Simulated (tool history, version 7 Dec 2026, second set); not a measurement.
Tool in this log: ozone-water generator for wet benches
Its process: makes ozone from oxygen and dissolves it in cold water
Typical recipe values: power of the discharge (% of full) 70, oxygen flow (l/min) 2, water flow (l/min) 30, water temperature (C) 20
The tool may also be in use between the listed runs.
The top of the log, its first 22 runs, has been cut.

run,hour,power of the discharge (% of full),oxygen flow (l/min),water flow (l/min),water temperature (C),dissolved ozone (ppm),ozone in the gas ahead of the water (g/m3)
23,823.1,84,1.42,30,13,8.5,238.3
24,856.3,84,1.42,20,15,13.2,240
25,906.8,95,1.23,41,13,6,276.6
26,952,50,1.27,19,15,9.8,188.4
27,973.4,70,2,19,20,13.2,180.8
28,1020.9,47,3.31,36,17,6.5,112.9
29,1042.7,48,1.87,30,20,6.5,151.5
30,1079.5,48,2.97,30,20,7.5,120.5
31,1119.5,48,2.97,30,20,7.5,120.6
32,1168.1,48,2.97,30,20,7.5,119.7
33,1194,40,2,47,15,3.8,133.8

3 ways to go on from here, each from the tool as it stands after run 33. What would each give?
A,1225.3,40,2,19,27,?,?
B,1225.3,81,2,30,22,?,?
C,1225.3,57,2,19,23,?,?

run,dissolved ozone (ppm),ozone in the gas ahead of the water (g/m3)
A,9,132.7
B,9,198.7
C,11.4,161.9
With no hidden state in the tool, these same runs would have given:
run,dissolved ozone (ppm),ozone in the gas ahead of the water (g/m3)
A,9,132.7
B,9,198.6
C,11.4,161.9
